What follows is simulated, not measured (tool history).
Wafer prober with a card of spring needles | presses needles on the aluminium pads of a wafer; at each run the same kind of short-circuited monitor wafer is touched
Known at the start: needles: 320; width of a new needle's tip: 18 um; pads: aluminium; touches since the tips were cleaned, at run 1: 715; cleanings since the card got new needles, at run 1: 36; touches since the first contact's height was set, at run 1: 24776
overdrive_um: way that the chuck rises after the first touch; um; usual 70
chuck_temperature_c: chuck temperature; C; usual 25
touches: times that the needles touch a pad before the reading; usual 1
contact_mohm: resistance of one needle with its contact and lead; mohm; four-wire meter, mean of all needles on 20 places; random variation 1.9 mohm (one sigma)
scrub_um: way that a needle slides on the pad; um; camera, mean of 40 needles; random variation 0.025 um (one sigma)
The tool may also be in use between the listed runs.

run	hour	overdrive_um	chuck_temperature_c	touches	touches since the tips were cleaned	cleanings since the card got new needles	touches since the first contact's height was set	contact_mohm	scrub_um
1	0	70	25	1	715	36	24776	220	9.35
# hour 15: tips cleaned on abrasive film
2	15	70	116	1	0	37	28912	231	9.39
# hour 33.1: tips cleaned on abrasive film
3	34.5	70	60	1	373	38	34289	226	9.33
# hour 51.1: tips cleaned on abrasive film
4	51.3	70	60	1	70	39	38935	216	9.34
5	63.3	70	60	1	3395	39	42260	239	9.33
# hour 69.2: tips cleaned on abrasive film
6	75.8	70	25	1	1849	40	45712	225	9.34
# hour 86.8: tips cleaned on abrasive film
7	94.4	60	25	1	2096	41	50838	241	7.97
# hour 104.3: tips cleaned on abrasive film
8	104.3	60	25	1	0	42	53568	213	7.95
9	121.3	60	25	1	4726	42	58294	253	7.96
# hour 122.6: tips cleaned on abrasive film
10	134.7	60	25	1	3352	43	61979	248	7.9
# hour 137.2: height of the first contact set anew
# hour 141.1: tips cleaned on abrasive film
11	154.6	85	25	1	3736	44	4780	221	11.45
# hour 158.9: tips cleaned on abrasive film
12	164.7	85	25	1	1590	45	7558	215	11.43
# hour 177: tips cleaned on abrasive film
13	177	70	98	1	0	46	10948	227	9.41
14	190	77	25	1	3626	46	14574	225	10.38
# hour 194.8: tips cleaned on abrasive film
15	208.9	77	25	1	3901	47	19771	229	10.31
# hour 212.8: tips cleaned on abrasive film
16	223.1	77	25	1	2836	48	23681	225	10.32
# hour 230.3: tips cleaned on abrasive film
17	242.3	77	25	1	3312	49	28983	230	10.29
# hour 249.2: tips cleaned on abrasive film
18	254.9	51	35	2	1581	50	32460	241	6.73
# hour 267.3: tips cleaned on abrasive film
19	273.3	62	61	2	1658	51	37540	231	8.25
20	282.9	80	25	2	4329	51	40211	218	10.66
# hour 285.3: tips cleaned on abrasive film
21	297.7	63	64	2	3436	52	44287	234	8.39
# hour 303: tips cleaned on abrasive film
22	313	63	64	2	2758	53	48503	241	8.36
# hour 320.8: tips cleaned on abrasive film
23	327.5	63	68	1	1857	54	52513	245	8.34
# hour 339.4: tips cleaned on abrasive film
24	346.3	63	68	1	1922	55	57697	249	8.32
25	354.3	63	68	1	4146	55	59921	257	8.28
# hour 357.5: tips cleaned on abrasive film
# hour 364.4: height of the first contact set anew
26	373.6	63	68	1	4387	56	2547	254	8.51
# hour 375.8: tips cleaned on abrasive film
27	391	86	68	2	4217	57	7347	225	11.6
# hour 393.6: tips cleaned on abrasive film
28	405.3	54	75	2	3246	58	11303	248	7.25
# hour 412.2: tips cleaned on abrasive film
29	417.1	54	99	1	1367	59	14543	265	7.18
# hour 430.3: tips cleaned on abrasive film
30	430.3	70	46	2	0	60	18187	210	9.43
31	441.9	70	27	2	3219	60	21406	225	9.39
# hour 448.8: tips cleaned on abrasive film
32	459.9	70	39	2	3073	61	26364	227	9.39
# hour 466.7: tips cleaned on abrasive film
33	476.3	70	39	2	2665	62	30894	223	9.36

Forecast each of these 3 alternatives for the next run:
# hour 485.5: tips cleaned on abrasive film
A	485.8	82	25	1	107	63	33515	?	?
# hour 485.5: tips cleaned on abrasive film
B	485.8	70	78	1	107	63	33515	?	?
# hour 485.5: tips cleaned on abrasive film
C	485.8	86	39	2	107	63	33515	?	?

run	contact_mohm	scrub_um
A	204	10.97
B	219	9.34
C	206	11.52
Without the tool's hidden state the same runs would have given:
run	contact_mohm	scrub_um
A	199	11.08
B	212	9.45
C	202	11.62

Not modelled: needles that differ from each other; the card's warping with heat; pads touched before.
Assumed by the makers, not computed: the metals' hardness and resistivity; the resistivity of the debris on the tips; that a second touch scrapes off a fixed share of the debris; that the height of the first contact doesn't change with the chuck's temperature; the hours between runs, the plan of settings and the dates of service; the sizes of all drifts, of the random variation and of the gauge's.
